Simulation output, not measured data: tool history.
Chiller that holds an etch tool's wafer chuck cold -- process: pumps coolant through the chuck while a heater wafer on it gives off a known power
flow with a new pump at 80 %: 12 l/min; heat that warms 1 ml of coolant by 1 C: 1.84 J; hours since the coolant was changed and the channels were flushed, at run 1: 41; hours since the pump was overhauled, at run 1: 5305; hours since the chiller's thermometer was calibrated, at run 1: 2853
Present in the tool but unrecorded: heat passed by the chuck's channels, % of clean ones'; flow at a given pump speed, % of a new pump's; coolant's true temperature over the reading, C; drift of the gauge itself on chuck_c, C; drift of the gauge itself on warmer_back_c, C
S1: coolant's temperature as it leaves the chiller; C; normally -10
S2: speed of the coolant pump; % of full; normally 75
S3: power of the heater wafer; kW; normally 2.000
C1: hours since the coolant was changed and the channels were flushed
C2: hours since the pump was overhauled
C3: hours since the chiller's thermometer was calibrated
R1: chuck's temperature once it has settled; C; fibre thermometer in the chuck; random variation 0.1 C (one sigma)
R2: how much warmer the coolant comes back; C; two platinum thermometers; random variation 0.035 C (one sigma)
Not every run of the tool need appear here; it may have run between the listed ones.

run	hour	S1	S2	S3	C1	C2	C3	R1	R2
1	0.0	-10	75	2.000	41	5305	2853	4.8	6.26
2	120.6	-10	75	2.000	162	5426	2974	4.7	6.36
3	249.7	-10	75	2.000	291	5555	3103	4.8	6.31
4	355.5	-10	75	2.000	397	5661	3209	5.1	6.35
5	414.3	-10	75	2.000	456	5720	3267	5.1	6.37
6	499.7	-10	75	2.000	541	5805	3353	4.8	6.30
7	562.1	-10	75	2.000	603	5867	3415	5.1	6.39
8	655.8	-10	75	2.000	697	5961	3509	5.1	6.38
9	773.5	-10	75	2.000	815	6079	3627	5.2	6.37
10	871.8	-10	75	2.000	913	6177	3725	5.2	6.37
11	963.3	-10	75	1.459	1005	6269	3816	1.3	4.68
12	1043.0	-10	75	1.459	1084	6348	3896	1.5	4.71
13	1136.3	-10	75	2.000	1178	6442	3989	5.5	6.39
14	1236.8	-10	75	2.000	1278	6542	4090	5.3	6.47
# hour 1247.3: coolant pump overhauled
15	1321.1	-12	70	2.000	1358	74	4169	5.2	7.14
# hour 1373.6: chiller's thermometer calibrated
16	1443.3	-14	89	2.612	1479	195	70	3.6	7.26
17	1502.5	-8	72	1.148	1538	254	129	1.6	4.00
18	1584.0	-8	72	1.148	1619	336	210	1.4	3.99
19	1677.6	-15	86	1.148	1713	429	304	-7.1	3.33
# hour 1690.8: coolant pump overhauled, once more
20	1764.3	-17	80	1.920	1795	74	386	-4.4	5.16
21	1891.7	-13	75	1.597	1922	201	513	-1.8	4.65
22	2025.4	-13	75	1.597	2056	335	647	-1.5	4.63
23	2149.6	-13	75	1.597	2180	459	771	-1.7	4.68
24	2222.7	-11	75	1.222	2253	532	844	-2.2	3.56
25	2315.0	-11	75	1.222	2345	624	936	-1.9	3.59
26	2431.4	-8	76	2.718	2462	741	1053	11.3	7.85
27	2554.2	-6	86	1.217	2585	863	1176	2.1	3.06
28	2687.7	-6	86	1.393	2718	997	1309	3.0	3.57

4 options for the next run, each taken on its own from the tool as it stands now. Forecast them:
A	2812.5	-12	69	1.393	2843	1122	1434	?	?
B	2812.5	-10	74	2.000	2843	1122	1434	?	?
C	2812.5	-10	81	1.371	2843	1122	1434	?	?
D	2812.5	-10	77	2.000	2843	1122	1434	?	?

run	R1	R2
A	-1.1	4.42
B	4.7	5.98
C	-0.6	3.73
D	4.2	5.69
What these runs would have given with no unlogged condition in the tool:
run	R1	R2
A	-2.1	4.34
B	3.3	5.88
C	-1.5	3.67
D	2.9	5.59
